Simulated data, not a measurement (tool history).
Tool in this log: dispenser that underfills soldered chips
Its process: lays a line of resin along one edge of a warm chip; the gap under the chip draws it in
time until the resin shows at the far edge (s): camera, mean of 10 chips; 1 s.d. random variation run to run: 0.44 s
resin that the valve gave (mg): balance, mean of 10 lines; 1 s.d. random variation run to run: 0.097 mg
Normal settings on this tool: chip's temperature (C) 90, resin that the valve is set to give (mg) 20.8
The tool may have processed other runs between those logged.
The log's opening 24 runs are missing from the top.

run	hour	chip's temperature (C)	resin that the valve is set to give (mg)	time until the resin shows at the far edge (s)	resin that the valve gave (mg)
# hour 221.6: new syringe of resin
25	228.1	99	21	33.4	19.97
# hour 236.1: new syringe of resin
26	237.5	90	26.3	33.1	25.06
27	244.5	90	26.3	44.8	24.81
# hour 251.1: new syringe of resin
28	254.5	102	18.3	28.5	17.27
29	263.5	102	18.3	42.7	17.04
# hour 265.7: new syringe of resin
# hour 274.5: dispensing valve cleaned and set on the balance
30	276	97	24.6	38	24.65
# hour 282: new syringe of resin
31	288	90	21.2	41.4	21.06
32	294.4	96	19.6	48.1	19.65
# hour 296.5: new syringe of resin
33	305.7	90	17.7	49.6	17.54
# hour 311.5: new syringe of resin
34	313	101	18.2	26	17.98

Each row is a separate what-if for the run after 34, all from the same tool condition, not one after another. Results?
A	319.6	101	25.2	?	?
B	319.6	104	18.2	?	?
C	319.6	103	21.6	?	?

run	time until the resin shows at the far edge (s)	resin that the valve gave (mg)
A	32.2	24.72
B	32	17.88
C	30.4	21.13
Without the tool's unlogged condition, the same runs would have read:
run	time until the resin shows at the far edge (s)	resin that the valve gave (mg)
A	22.6	25.24
B	22.2	18.26
C	21.2	21.57
